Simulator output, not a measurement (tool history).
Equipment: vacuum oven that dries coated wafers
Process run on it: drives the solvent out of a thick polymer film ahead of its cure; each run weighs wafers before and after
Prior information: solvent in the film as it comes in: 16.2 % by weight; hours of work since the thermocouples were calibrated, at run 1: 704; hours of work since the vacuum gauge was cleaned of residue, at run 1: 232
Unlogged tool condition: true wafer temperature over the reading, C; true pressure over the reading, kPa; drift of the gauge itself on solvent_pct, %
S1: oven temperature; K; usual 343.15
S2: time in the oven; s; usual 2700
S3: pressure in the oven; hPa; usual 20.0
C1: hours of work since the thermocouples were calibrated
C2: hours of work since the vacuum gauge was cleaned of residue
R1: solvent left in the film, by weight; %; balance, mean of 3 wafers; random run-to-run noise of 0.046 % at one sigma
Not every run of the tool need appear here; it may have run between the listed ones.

run	hour	S1	S2	S3	C1	C2	R1
1	0.0	343.15	2700	20.0	704	232	2.56
2	24.3	343.15	2700	20.0	717	244	2.56
3	48.7	343.15	1320	20.0	729	257	5.48
4	77.6	343.15	1320	20.0	744	271	5.45
5	95.1	343.15	1320	20.0	753	280	5.56
6	124.1	343.15	1380	20.0	768	295	5.24
7	143.9	343.15	3300	20.0	778	305	2.03
8	167.7	336.15	2880	20.0	790	317	4.70
9	185.8	336.15	2880	20.0	799	326	4.73
10	203.3	336.15	2880	20.7	808	335	4.61
11	224.3	336.15	2760	34.8	819	346	5.54

3 ways to go on from here, each from the tool as it stands after run 11. What would each give?
A	247.7	351.15	2700	20.0	831	358	?
B	247.7	336.15	2400	34.8	831	358	?
C	247.7	343.15	2160	56.1	831	358	?

run	R1
A	0.92
B	6.12
C	4.86
Stripped of hidden state, with their random variation kept, the same runs would have yielded:
run	R1
A	1.22
B	7.08
C	5.76
